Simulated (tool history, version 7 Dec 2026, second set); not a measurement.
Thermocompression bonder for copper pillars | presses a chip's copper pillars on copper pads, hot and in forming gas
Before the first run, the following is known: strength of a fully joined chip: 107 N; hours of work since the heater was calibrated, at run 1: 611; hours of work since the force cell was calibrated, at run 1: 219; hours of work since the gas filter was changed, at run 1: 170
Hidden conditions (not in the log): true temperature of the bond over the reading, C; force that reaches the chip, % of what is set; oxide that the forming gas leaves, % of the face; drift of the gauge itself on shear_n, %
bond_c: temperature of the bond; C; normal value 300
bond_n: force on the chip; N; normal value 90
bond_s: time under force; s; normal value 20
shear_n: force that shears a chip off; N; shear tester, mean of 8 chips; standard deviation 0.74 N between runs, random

run,day,bond_c,bond_n,bond_s,hours of work since the heater was calibrated,hours of work since the force cell was calibrated,hours of work since the gas filter was changed,shear_n
1,0,300,90,20,611,219,170,49.2
# day 0.379: forming gas filter changed
2,1.162,286,90,20,625,232,9,40.6
3,1.95,286,90,20,634,241,19,40.5
4,2.529,288,90,20,641,248,25,41.5
5,3.508,288,90,20,653,260,37,42
6,4.154,288,90,20,660,267,45,41.2
# day 4.317: force cell calibrated
7,4.746,300,90,20,666,5,51,50.4
8,5.467,300,90,20,675,14,59,47.4
9,6.021,300,55,20,681,20,66,32.8
10,6.825,327,90,20,691,30,75,65.6
# day 7: force cell calibrated, once more
11,7.438,327,90,20,697,5,82,67.4
12,7.996,291,70,29,704,12,88,41.3
13,8.779,300,115,57,713,21,98,77.7
14,9.671,308,122,10,724,32,108,52.7
15,10.367,281,55,15,732,40,116,21
16,11.404,281,55,15,744,52,129,22.1

5 options for the next run, each taken on its own from the tool as it stands now. Forecast them:
A,12.542,297,104,15,758,65,142,?
B,12.542,324,82,46,758,65,142,?
C,12.542,281,55,17,758,65,142,?
D,12.542,302,123,14,758,65,142,?
E,12.542,319,100,20,758,65,142,?

run,shear_n
A,44.9
B,75.4
C,23.8
D,54.7
E,65.4
With no hidden state in the tool, these same runs would have given:
run,shear_n
A,50.8
B,81.5
C,27.4
D,61.1
E,71.9

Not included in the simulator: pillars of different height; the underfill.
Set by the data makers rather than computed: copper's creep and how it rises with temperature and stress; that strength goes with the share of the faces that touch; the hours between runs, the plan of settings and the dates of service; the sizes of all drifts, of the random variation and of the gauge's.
